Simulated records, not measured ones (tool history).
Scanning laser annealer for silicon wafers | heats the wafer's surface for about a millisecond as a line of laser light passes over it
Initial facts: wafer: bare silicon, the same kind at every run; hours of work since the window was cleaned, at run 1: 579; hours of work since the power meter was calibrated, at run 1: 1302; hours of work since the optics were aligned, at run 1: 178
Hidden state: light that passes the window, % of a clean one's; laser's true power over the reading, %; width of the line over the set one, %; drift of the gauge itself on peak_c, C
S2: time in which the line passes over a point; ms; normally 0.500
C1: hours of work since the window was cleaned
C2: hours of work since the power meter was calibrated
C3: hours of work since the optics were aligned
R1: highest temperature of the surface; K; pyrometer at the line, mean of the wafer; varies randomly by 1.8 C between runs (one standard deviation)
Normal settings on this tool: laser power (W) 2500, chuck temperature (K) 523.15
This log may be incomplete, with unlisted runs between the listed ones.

Run 1, hour 0.0: usual settings; C1 579; C2 1302; C3 178. Result: R1 1287.15 K.
At hour 21.5: window over the wafer cleaned.
Run 2, hour 40.3: usual settings; C1 12; C2 1326; C3 203. Result: R1 1291.15 K.
Run 3, hour 71.4: usual settings but laser power (W) 2291; C1 32; C2 1346; C3 223. Result: R1 1211.15 K.
Run 4, hour 120.5: usual settings but chuck temperature (K) 545.15; C1 64; C2 1378; C3 254. Result: R1 1311.15 K.
Run 5, hour 168.2: usual settings but S2 0.563 ms, chuck temperature (K) 545.15; C1 94; C2 1408; C3 285. Result: R1 1352.15 K.
Run 6, hour 200.5: usual settings but S2 0.563 ms, chuck temperature (K) 545.15; C1 115; C2 1429; C3 305. Result: R1 1350.15 K.
Run 7, hour 229.3: usual settings but chuck temperature (K) 540.15; C1 133; C2 1447; C3 324. Result: R1 1306.15 K.
Run 8, hour 260.5: usual settings but chuck temperature (K) 540.15; C1 153; C2 1467; C3 344. Result: R1 1308.15 K.
Run 9, hour 294.7: usual settings but chuck temperature (K) 524.15; C1 175; C2 1489; C3 366. Result: R1 1292.15 K.
Run 10, hour 331.6: usual settings but laser power (W) 2683, chuck temperature (K) 524.15; C1 199; C2 1513; C3 390. Result: R1 1364.15 K.
Run 11, hour 354.7: usual settings but laser power (W) 2683, chuck temperature (K) 524.15; C1 214; C2 1528; C3 404. Result: R1 1361.15 K.
Run 12, hour 395.2: usual settings but laser power (W) 2683, S2 0.457 ms, chuck temperature (K) 524.15; C1 240; C2 1554; C3 430. Result: R1 1329.15 K.
Run 13, hour 428.0: usual settings but laser power (W) 2683, S2 0.457 ms, chuck temperature (K) 524.15; C1 261; C2 1575; C3 451. Result: R1 1332.15 K.
Run 14, hour 463.7: usual settings but laser power (W) 2167, S2 0.528 ms, chuck temperature (K) 491.15; C1 284; C2 1598; C3 474. Result: R1 1151.15 K.
Run 15, hour 501.2: usual settings but laser power (W) 2167, S2 0.528 ms, chuck temperature (K) 491.15; C1 308; C2 1622; C3 498. Result: R1 1150.15 K.

Alternative continuations, all from the tool just after run 15; predict every row:
Run A, hour 537.8: usual settings but laser power (W) 2330, S2 0.419 ms, chuck temperature (K) 491.15; C1 331; C2 1645; C3 522. Result: R1 ?.
Run B, hour 537.8: usual settings but laser power (W) 2472, S2 0.410 ms, chuck temperature (K) 485.15; C1 331; C2 1645; C3 522. Result: R1 ?.
Run C, hour 537.8: usual settings but S2 0.577 ms, chuck temperature (K) 563.15; C1 331; C2 1645; C3 522. Result: R1 ?.
Run D, hour 537.8: usual settings but S2 0.367 ms, chuck temperature (K) 500.15; C1 331; C2 1645; C3 522. Result: R1 ?.

run       R1
  A  1141.15
  B  1176.15
  C  1378.15
  D  1172.15
What these runs would have given with no unlogged condition in the tool:
run       R1
  A  1141.15
  B  1176.15
  C  1379.15
  D  1173.15
